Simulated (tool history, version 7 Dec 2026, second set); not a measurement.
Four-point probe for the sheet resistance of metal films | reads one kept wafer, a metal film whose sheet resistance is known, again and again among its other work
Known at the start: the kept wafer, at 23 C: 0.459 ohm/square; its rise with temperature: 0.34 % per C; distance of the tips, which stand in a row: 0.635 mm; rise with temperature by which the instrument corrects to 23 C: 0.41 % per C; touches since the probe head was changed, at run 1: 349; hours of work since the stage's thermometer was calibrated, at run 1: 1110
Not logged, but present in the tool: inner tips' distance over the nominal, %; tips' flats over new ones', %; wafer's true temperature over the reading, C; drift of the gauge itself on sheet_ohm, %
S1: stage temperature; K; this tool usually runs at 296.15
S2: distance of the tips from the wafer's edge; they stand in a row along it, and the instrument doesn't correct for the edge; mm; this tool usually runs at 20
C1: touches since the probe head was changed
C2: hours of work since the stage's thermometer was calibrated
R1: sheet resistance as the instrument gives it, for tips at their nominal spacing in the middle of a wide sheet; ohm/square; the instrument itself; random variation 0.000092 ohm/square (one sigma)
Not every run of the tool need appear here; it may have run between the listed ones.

run     day      S1  S2     C1    C2        R1
  1   0.000  296.15  20    349  1110  0.459240
  2   1.967  304.15  20   1093  1145  0.456616
  3   4.879  304.15  20   2193  1198  0.456967
  4   9.129  304.15  20   3800  1275  0.456801
  5  12.112  304.15   6   4928  1329  0.459380
  6  14.138  304.15   6   5692  1365  0.459407
  7  16.175  298.15  20   6462  1402  0.458872
  8  20.362  303.15  20   8045  1478  0.457243
  9  23.733  303.15  20   9319  1539  0.457194
 10  27.104  303.15  20  10593  1600  0.457290

Run 11 has not been measured yet. What should we expect?
 11  29.833  302.15  20  11624  1649   ?

Logged for run 11: R1 0.457739 ohm/square.
Take away the tool's hidden state, keep the run-to-run variation as it was, and the same run would have given R1 0.457337 ohm/square.
